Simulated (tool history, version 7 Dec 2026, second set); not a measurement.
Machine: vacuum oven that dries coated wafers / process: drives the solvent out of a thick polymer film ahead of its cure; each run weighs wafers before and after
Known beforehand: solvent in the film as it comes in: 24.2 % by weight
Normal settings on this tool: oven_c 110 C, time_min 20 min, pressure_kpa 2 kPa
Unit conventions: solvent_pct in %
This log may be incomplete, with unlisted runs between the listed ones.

run     day  oven_c  time_min  pressure_kpa  solvent_pct
  1       0     110        20             2         4.56
  2   1.288     110        20             2         4.54
  3   2.233     110        20             2         4.51
  4   3.512     110        20          1.14         4.41
  5   4.425     110        13             2         7.64
      4.608  -- vacuum gauge cleaned of residue and calibrated
  6   5.408     110        20             2         4.51
      5.833  -- oven's thermocouples calibrated
  7   6.342     110        20             2         4.17
  8   7.058     105        20             2         5.64
  9   8.238     102        20          3.67         7.09
      9.708  -- vacuum gauge cleaned of residue and calibrated, once more
 10   9.925     100        13          3.67        10.47
 11  11.558     110        10          1.03         8.47
 12  12.967     110        10          1.03         8.61
 13  13.842     110        10          1.03          8.7
 14  15.292     110        10          1.03         8.61

What if the next run were any one of these 4? Each begins from the tool's condition after run 14:
  A  16.779     102        13          2.18            ?
  B  16.779     110        23          2.86            ?
  C  16.779     110        12          2.14            ?
  D  16.779     120        16          1.06            ?

run  solvent_pct
  A         9.57
  B         3.55
  C         7.47
  D          2.6
With no hidden state in the tool, these same runs would have given:
run  solvent_pct
  A         9.59
  B         3.56
  C         7.49
  D         2.61

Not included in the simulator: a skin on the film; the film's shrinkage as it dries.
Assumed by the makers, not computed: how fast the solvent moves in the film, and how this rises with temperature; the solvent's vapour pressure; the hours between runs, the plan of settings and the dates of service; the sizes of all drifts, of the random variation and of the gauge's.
